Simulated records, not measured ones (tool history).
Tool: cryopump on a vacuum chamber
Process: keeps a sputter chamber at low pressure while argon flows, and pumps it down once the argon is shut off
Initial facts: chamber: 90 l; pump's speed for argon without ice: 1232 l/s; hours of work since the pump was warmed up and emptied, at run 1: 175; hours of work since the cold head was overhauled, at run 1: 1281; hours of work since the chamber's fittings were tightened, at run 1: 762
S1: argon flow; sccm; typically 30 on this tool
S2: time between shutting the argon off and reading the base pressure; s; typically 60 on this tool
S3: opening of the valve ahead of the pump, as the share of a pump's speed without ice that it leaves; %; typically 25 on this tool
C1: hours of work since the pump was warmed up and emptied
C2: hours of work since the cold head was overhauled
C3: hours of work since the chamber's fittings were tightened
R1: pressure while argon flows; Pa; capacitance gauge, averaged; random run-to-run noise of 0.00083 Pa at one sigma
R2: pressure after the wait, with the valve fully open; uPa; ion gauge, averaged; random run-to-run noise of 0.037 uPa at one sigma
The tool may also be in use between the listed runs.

run,hour,S1,S2,S3,C1,C2,C3,R1,R2
1,0.0,30,60,25,175,1281,762,0.1692,2.81
2,77.2,30,60,25,219,1325,806,0.1691,2.81
3,129.1,30,60,25,249,1354,835,0.1690,2.79
4,206.3,30,60,25,293,1398,879,0.1697,2.86
5,272.5,30,60,25,330,1436,917,0.1696,2.91
6,335.4,30,60,25,366,1472,952,0.1716,2.96
7,406.6,30,20,25,406,1512,993,0.1728,6.53
8,466.1,30,20,25,440,1546,1026,0.1725,6.72
9,540.5,30,20,25,482,1588,1069,0.1737,6.78
10,584.3,30,20,25,507,1613,1094,0.1736,6.74
# hour 598.4: pump warmed up, emptied and cooled again
11,673.2,30,60,25,42,1661,1141,0.1677,3.07
12,730.5,30,25,25,75,1693,1174,0.1668,5.66
13,774.3,30,25,25,100,1718,1199,0.1676,5.70
14,831.2,23,25,25,132,1750,1231,0.1284,5.62
15,909.6,23,25,25,177,1795,1275,0.1299,5.68
16,950.5,23,25,25,200,1818,1299,0.1297,5.60
17,1007.2,23,25,25,232,1850,1331,0.1298,5.71
18,1060.0,30,60,25,262,1880,1361,0.1689,3.28
19,1126.7,30,60,21,300,1918,1399,0.2005,3.22
20,1210.2,30,60,21,347,1965,1446,0.2040,3.37
21,1244.8,30,60,21,367,1985,1466,0.2048,3.38
22,1287.7,31,289,55,391,2009,1490,0.0848,1.98
23,1369.6,31,289,55,438,2056,1536,0.0850,2.06
24,1454.3,45,41,20,486,2104,1585,0.3216,4.38
# hour 1506.7: pump warmed up, emptied and cooled again
25,1515.9,46,60,33,5,2136,1617,0.1940,3.38
26,1558.8,46,60,33,30,2160,1641,0.1947,3.33
27,1611.8,46,60,33,60,2191,1671,0.1951,3.32
28,1688.0,14,265,55,103,2234,1714,0.0357,2.03
29,1761.0,14,265,55,144,2275,1756,0.0365,2.12
30,1796.3,30,60,27,164,2295,1776,0.1557,3.61
31,1842.5,30,60,27,191,2321,1802,0.1567,3.40
32,1894.5,56,279,16,220,2351,1832,0.4870,2.20
33,1953.1,56,279,16,253,2384,1865,0.4913,2.27
34,2038.4,30,91,51,302,2433,1913,0.0867,3.15
35,2076.1,30,91,51,323,2454,1935,0.0863,3.11

Entry by entry between the runs, the difference in hidden state between the last listed run before and the first listed run after:
Logged between run 10 and run 11: pump warmed up, emptied and cooled again (hour 598.4)
  pump's speed, % of a pump's without ice: 83.2 -> 98; cold plate's temperature, K: 13.05 -> 13.07; leak into the chamber, uPa l/s: 1365 -> 1405
  measured minus no-state result, R1: +0.0093 -> +0.0018 Pa; R2: +1.12 -> +0.96 uPa
Logged between run 24 and run 25: pump warmed up, emptied and cooled again (hour 1506.7)
  pump's speed, % of a pump's without ice: 84.6 -> 99.7; cold plate's temperature, K: 13.29 -> 13.31; leak into the chamber, uPa l/s: 1788 -> 1817
  measured minus no-state result, R1: +0.0131 -> +0.0019 Pa; R2: +1.52 -> +1.29 uPa
